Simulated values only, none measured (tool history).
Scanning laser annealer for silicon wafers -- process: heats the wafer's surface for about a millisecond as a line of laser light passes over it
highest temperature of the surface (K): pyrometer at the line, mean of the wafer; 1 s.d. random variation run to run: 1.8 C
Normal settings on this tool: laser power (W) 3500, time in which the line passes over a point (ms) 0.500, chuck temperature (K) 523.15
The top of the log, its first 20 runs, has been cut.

run	day	laser power (W)	time in which the line passes over a point (ms)	chuck temperature (K)	hours of work since the window was cleaned	hours of work since the power meter was calibrated	hours of work since the optics were aligned	highest temperature of the surface (K)
21	16.671	3004	0.500	556.15	517	315	728	1168.15
22	17.375	3004	0.500	556.15	528	327	739	1168.15
23	18.408	3630	0.393	542.15	545	344	756	1220.15
24	18.883	3564	0.587	523.15	553	352	764	1334.15
25	19.592	3086	0.500	561.15	565	363	776	1193.15
26	20.317	3132	0.437	503.15	576	375	788	1103.15
27	21.254	3132	0.437	503.15	592	391	803	1101.15
28	22.338	3424	0.432	499.15	610	408	821	1159.15
29	23.125	3484	0.500	523.15	622	421	834	1249.15
30	23.742	3475	0.539	523.15	633	431	844	1274.15
31	24.875	3475	0.539	523.15	651	450	862	1274.15
32	25.683	3475	0.539	523.15	664	463	876	1274.15
33	26.629	2990	0.494	523.15	680	479	891	1124.15
34	27.746	3504	0.395	555.15	698	497	909	1198.15
35	28.517	3202	0.500	550.15	711	510	922	1201.15
36	29.588	3202	0.500	550.15	728	527	940	1203.15
37	30.542	3587	0.390	554.15	744	543	955	1211.15

Below are 5 alternative next runs, each starting from the tool's condition after run 37. Predict each:
A	31.417	3466	0.406	505.15	758	557	970	?
B	31.417	3563	0.611	517.15	758	557	970	?
C	31.417	3567	0.500	498.15	758	557	970	?
D	31.417	3159	0.602	526.15	758	557	970	?
E	31.417	3442	0.390	554.15	758	557	970	?

run	highest temperature of the surface (K)
A	1145.15
B	1335.15
C	1242.15
D	1227.15
E	1178.15
Without the tool's hidden state the same runs would have given:
run	highest temperature of the surface (K)
A	1182.15
B	1382.15
C	1285.15
D	1268.15
E	1214.15
